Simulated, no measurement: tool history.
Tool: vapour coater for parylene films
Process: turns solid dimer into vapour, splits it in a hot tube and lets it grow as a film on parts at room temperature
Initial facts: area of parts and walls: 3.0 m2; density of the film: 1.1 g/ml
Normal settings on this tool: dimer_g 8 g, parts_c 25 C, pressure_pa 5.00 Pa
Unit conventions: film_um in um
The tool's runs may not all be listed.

run    hour  dimer_g  parts_c  pressure_pa  film_um
  1     0.0        8       25         5.00     1.12
  2    26.8       11       25         5.00     1.58
  3    62.6        8       32         5.00     0.93
  4    88.5        8       32         5.00     0.94
  5   116.9        8       25         5.07     1.11
  6   150.7        8       25         5.07     1.15
  7   166.4        4       25         5.07     0.56
  8   192.0        8       25         5.00     1.12
  9   218.5        8       25         5.00     1.11
 10   240.0        4       25         5.00     0.57
 11   276.8        4       25         5.00     0.57
 12   310.5        4       20         5.00     0.64
 13   338.1        4       20         2.64     0.74
 14   358.3        8       23         5.00     1.18
 15   396.2        8       23         5.00     1.19
 16   425.9        8       23         5.00     1.17
 17   453.5        8       25         9.32     0.98
 18   477.2        8       21         9.32     1.11
 19   507.1        8       21         2.33     1.47
 20   539.4        8       21         2.33     1.48
 21   575.8        8       25         5.00     1.14
 22   600.7        8       25         5.00     1.13
 23   624.2        8       25         5.00     1.12
 24   661.3        8       24         5.00     1.17
 25   678.6        8       24         5.00     1.18
 26   713.4       13       29         5.14     1.63
 27   746.9       13       29         5.14     1.64
 28   776.6        6       29         5.14     0.77
 29   814.4        6       29         5.14     0.76
 30   837.4        5       35         4.01     0.55
 31   861.6        5       27         7.14     0.60
 32   892.6        5       22         4.95     0.78
 33   922.5        5       22         4.95     0.77
 34   956.5        9       25         5.00     1.27
 35   972.2        8       17         5.00     1.41
 36   999.0        8       17         5.00     1.41
 37  1036.6       14       28         2.12     2.16
 38  1066.5       10       27         5.11     1.34
 39  1097.4        8       28         5.00     1.05
 40  1113.1        8       28         5.00     1.06
 41  1134.4        8       28         5.00     1.02
 42  1164.4        8       25         3.70     1.19
 43  1200.2        8       33         2.95     1.00

Run 44 has not been measured yet. What should we expect?
 44  1237.4        5       33         7.52        ?

Run 44 gave film_um 0.51 um.
The same run, on a tool lacking any hidden state, would have yielded film_um 0.51 um.
